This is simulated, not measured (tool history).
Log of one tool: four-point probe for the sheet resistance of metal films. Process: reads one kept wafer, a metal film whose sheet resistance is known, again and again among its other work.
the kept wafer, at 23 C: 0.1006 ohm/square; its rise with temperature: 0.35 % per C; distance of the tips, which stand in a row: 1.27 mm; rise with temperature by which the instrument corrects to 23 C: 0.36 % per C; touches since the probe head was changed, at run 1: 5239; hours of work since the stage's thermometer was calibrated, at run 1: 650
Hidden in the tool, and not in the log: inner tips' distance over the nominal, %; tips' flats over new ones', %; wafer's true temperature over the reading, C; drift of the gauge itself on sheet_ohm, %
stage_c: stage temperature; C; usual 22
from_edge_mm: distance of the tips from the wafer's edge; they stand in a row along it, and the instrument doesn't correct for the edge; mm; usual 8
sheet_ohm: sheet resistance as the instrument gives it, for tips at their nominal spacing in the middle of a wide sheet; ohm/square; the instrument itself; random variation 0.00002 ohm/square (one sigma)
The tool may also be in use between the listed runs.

run     day  stage_c  from_edge_mm  touches since the probe head was changed  hours of work since the stage's thermometer was calibrated  sheet_ohm
  1   0.000       22             8                                      5239                                                         650   0.101989
  2   1.125       22             8                                      6204                                                         665   0.101952
  3   1.946       22             8                                      6909                                                         676   0.101935
  4   2.625       24             8                                      7494                                                         685   0.101938
  5   3.421       24             8                                      8175                                                         695   0.101946
  6   4.004       24             8                                      8677                                                         703   0.101970
  7   5.083       32             8                                      9604                                                         717   0.101836
  8   5.700       32             8                                     10136                                                         725   0.101875
  9   6.350       32             8                                     10692                                                         734   0.101868
 10   7.458       22             9                                     11645                                                         749   0.101681
 11   7.962       22            23                                     12078                                                         755   0.100778
 12   8.483       22            23                                     12527                                                         762   0.100773
 13   9.571       22            23                                     13460                                                         776   0.100775
 14  10.675       22             8                                     14409                                                         791   0.101984
 15  11.654       22             8                                     15251                                                         804   0.101966
 16  12.354       33            27                                     15848                                                         813   0.100590
 17  12.912       33            27                                     16331                                                         821   0.100593
 18  14.092       34             4                                     17343                                                         836   0.105613
 19  14.750       34             4                                     17909                                                         845   0.105608
 20  15.512       34             4                                     18564                                                         855   0.105627
 21  16.204       32            39                                     19157                                                         864   0.100548
 22  17.350       23             7                                     20140                                                         879   0.102371
 23  18.504       23            25                                     21131                                                         894   0.100742
 24  19.388       23             5                                     21891                                                         906   0.103937

Run 25 comes next. What will it give?
 25  20.017       20             5                                     22432                                                         914          ?

sheet_ohm: 0.104045 ohm/square
Without the tool's hidden state the same run would have given sheet_ohm 0.104044 ohm/square.
